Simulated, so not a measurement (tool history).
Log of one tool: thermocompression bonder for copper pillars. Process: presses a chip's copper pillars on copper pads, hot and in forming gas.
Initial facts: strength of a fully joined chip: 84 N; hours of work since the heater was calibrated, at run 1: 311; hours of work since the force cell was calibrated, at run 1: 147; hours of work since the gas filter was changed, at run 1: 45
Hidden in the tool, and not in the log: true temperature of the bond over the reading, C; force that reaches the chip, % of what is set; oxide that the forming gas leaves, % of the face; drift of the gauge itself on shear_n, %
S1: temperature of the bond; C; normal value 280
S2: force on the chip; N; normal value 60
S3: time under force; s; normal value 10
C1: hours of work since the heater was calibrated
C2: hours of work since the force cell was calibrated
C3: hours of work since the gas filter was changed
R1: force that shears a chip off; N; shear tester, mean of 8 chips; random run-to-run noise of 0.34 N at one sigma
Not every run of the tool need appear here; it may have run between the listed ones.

| run | hour | S1 | S2 | S3 | C1 | C2 | C3 | R1 |
|---|---|---|---|---|---|---|---|---|
| 1 | 0.0 | 280 | 60 | 10 | 311 | 147 | 45 | 45.9 |
| 2 | 9.5 | 280 | 60 | 10 | 317 | 153 | 51 | 45.1 |
| 3 | 18.1 | 280 | 60 | 10 | 322 | 158 | 56 | 44.8 |
| 4 | 27.3 | 299 | 60 | 10 | 328 | 163 | 61 | 52.8 |
| 5 | 36.5 | 280 | 38 | 10 | 333 | 169 | 67 | 32.5 |
| 6 | 44.8 | 280 | 38 | 10 | 338 | 174 | 72 | 32.4 |
| 7 | 49.3 | 280 | 60 | 21 | 341 | 177 | 75 | 55.3 |
| 8 | 53.6 | 280 | 60 | 10 | 344 | 179 | 77 | 45.3 |
| 9 | 63.3 | 280 | 60 | 10 | 350 | 185 | 83 | 44.6 |
| 10 | 69.5 | 280 | 60 | 10 | 353 | 189 | 87 | 44.2 |
| 11 | 77.0 | 280 | 60 | 10 | 358 | 194 | 92 | 44.8 |
| 12 | 80.9 | 280 | 51 | 10 | 360 | 196 | 94 | 39.9 |
| 13 | 90.4 | 280 | 51 | 10 | 366 | 202 | 100 | 39.3 |
| 14 | 98.1 | 264 | 78 | 7 | 371 | 206 | 104 | 40.0 |
| 15 | 106.2 | 267 | 39 | 6 | 376 | 211 | 109 | 22.7 |
| 16 | 115.4 | 267 | 39 | 6 | 381 | 217 | 115 | 23.3 |
| 17 | 122.9 | 267 | 39 | 6 | 386 | 221 | 119 | 22.9 |
| 18 | 132.4 | 267 | 88 | 10 | 392 | 227 | 125 | 50.2 |

Forecast run 19:
| 19 | 139.9 | 309 | 53 | 5 | 396 | 232 | 130 | ? |

{"run 19": {"R1": 42.7}}
Had the tool carried no hidden state, the very same run would have given R1 43.7 N.
